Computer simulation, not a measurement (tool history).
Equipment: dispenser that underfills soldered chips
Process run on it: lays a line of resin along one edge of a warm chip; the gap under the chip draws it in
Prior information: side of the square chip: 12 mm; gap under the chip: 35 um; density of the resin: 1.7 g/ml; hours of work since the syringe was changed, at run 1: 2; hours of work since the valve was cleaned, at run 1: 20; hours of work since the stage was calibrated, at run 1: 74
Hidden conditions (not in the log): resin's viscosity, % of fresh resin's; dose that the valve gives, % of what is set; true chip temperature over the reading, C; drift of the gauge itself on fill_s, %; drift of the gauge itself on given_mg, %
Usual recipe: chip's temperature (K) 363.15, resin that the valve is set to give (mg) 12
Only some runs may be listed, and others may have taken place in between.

run	hour	chip's temperature (K)	resin that the valve is set to give (mg)	hours of work since the syringe was changed	hours of work since the valve was cleaned	hours of work since the stage was calibrated	time until the resin shows at the far edge (s)	resin that the valve gave (mg)
1	0	363.15	12	2	20	74	304.9	11.97
# hour 9.1: new syringe of resin
2	9.1	363.15	12	0	25	80	271.5	11.9
3	17.8	363.15	12	6	31	85	377.1	11.81
# hour 20.7: new syringe of resin
4	27.5	356.15	12	4	37	91	450.1	11.82
# hour 32.2: new syringe of resin
5	35	363.15	14.5	2	42	96	286.8	14.27
6	40	363.15	14.5	5	45	99	345.7	14.15
# hour 43.7: new syringe of resin
7	46.2	376.15	12	2	49	103	184	11.68
8	52.6	376.15	12	6	53	107	235.6	11.62
# hour 55.3: new syringe of resin
9	57.4	356.15	11.2	1	56	110	388.2	10.9
10	64.9	367.15	12.6	6	60	115	331.1	12.18

What does the tool deliver on the next run?
# hour 67.3: new syringe of resin
# hour 68.3: dispensing valve cleaned and set on the balance
11	71.8	367.15	12.6	2	2	118	?	?

Run 11 gave time until the resin shows at the far edge (s) 258.2, resin that the valve gave (mg) 12.63.
On a tool with no hidden condition, and with the same random variation, this run would have come out at time until the resin shows at the far edge (s) 227.9, resin that the valve gave (mg) 12.64.
